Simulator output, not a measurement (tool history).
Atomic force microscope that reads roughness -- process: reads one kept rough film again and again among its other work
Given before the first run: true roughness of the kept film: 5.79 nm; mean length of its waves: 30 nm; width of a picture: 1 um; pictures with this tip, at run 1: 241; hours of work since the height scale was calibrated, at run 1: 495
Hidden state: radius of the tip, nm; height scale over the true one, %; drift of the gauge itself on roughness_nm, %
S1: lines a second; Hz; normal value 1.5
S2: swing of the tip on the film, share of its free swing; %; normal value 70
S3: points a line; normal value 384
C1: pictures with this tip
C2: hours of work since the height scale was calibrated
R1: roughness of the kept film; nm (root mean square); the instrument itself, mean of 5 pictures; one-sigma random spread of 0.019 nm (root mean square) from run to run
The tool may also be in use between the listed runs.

{"run": 1, "hour": 0.0, "S1": 1.5, "S2": 70, "S3": 384, "C1": 241, "C2": 495, "R1": 3.519}
{"run": 2, "hour": 14.2, "S1": 1.5, "S2": 70, "S3": 384, "C1": 257, "C2": 505, "R1": 3.495}
{"run": 3, "hour": 30.0, "S1": 1.5, "S2": 70, "S3": 384, "C1": 274, "C2": 515, "R1": 3.454}
{"hour": 40.6, "done": "new tip fitted"}
{"run": 4, "hour": 41.4, "S1": 1.5, "S2": 70, "S3": 384, "C1": 1, "C2": 522, "R1": 4.57}
{"run": 5, "hour": 59.5, "S1": 1.5, "S2": 70, "S3": 384, "C1": 21, "C2": 534, "R1": 4.495}
{"run": 6, "hour": 74.8, "S1": 1.5, "S2": 73, "S3": 384, "C1": 38, "C2": 545, "R1": 4.398}
{"hour": 77.2, "done": "height scale calibrated on a step standard"}
{"run": 7, "hour": 85.0, "S1": 1.53, "S2": 84, "S3": 559, "C1": 48, "C2": 5, "R1": 4.157}
{"run": 8, "hour": 101.1, "S1": 1.06, "S2": 82, "S3": 257, "C1": 65, "C2": 16, "R1": 4.189}
{"run": 9, "hour": 114.8, "S1": 1.7, "S2": 71, "S3": 325, "C1": 80, "C2": 25, "R1": 4.193}
{"hour": 122.5, "done": "height scale calibrated on a step standard, once more"}
{"run": 10, "hour": 124.8, "S1": 2.4, "S2": 70, "S3": 384, "C1": 90, "C2": 2, "R1": 4.019}
{"run": 11, "hour": 141.9, "S1": 1.5, "S2": 85, "S3": 384, "C1": 109, "C2": 13, "R1": 3.875}
{"run": 12, "hour": 152.0, "S1": 1.5, "S2": 85, "S3": 384, "C1": 120, "C2": 20, "R1": 3.79}

What if the next run were any one of these 3? Each begins from the tool's condition after run 12:
{"run": "A", "hour": 163.4, "S1": 3.84, "S2": 88, "S3": 384, "C1": 133, "C2": 27, "R1": "?"}
{"run": "B", "hour": 163.4, "S1": 0.66, "S2": 85, "S3": 384, "C1": 133, "C2": 27, "R1": "?"}
{"run": "C", "hour": 163.4, "S1": 0.83, "S2": 79, "S3": 982, "C1": 133, "C2": 27, "R1": "?"}

run=A R1=3.099
run=B R1=3.991
run=C R1=4.038
The same runs, with their run-to-run variation unchanged, on a tool lacking any hidden condition would have given:
run=A R1=3.596
run=B R1=4.63
run=C R1=4.685
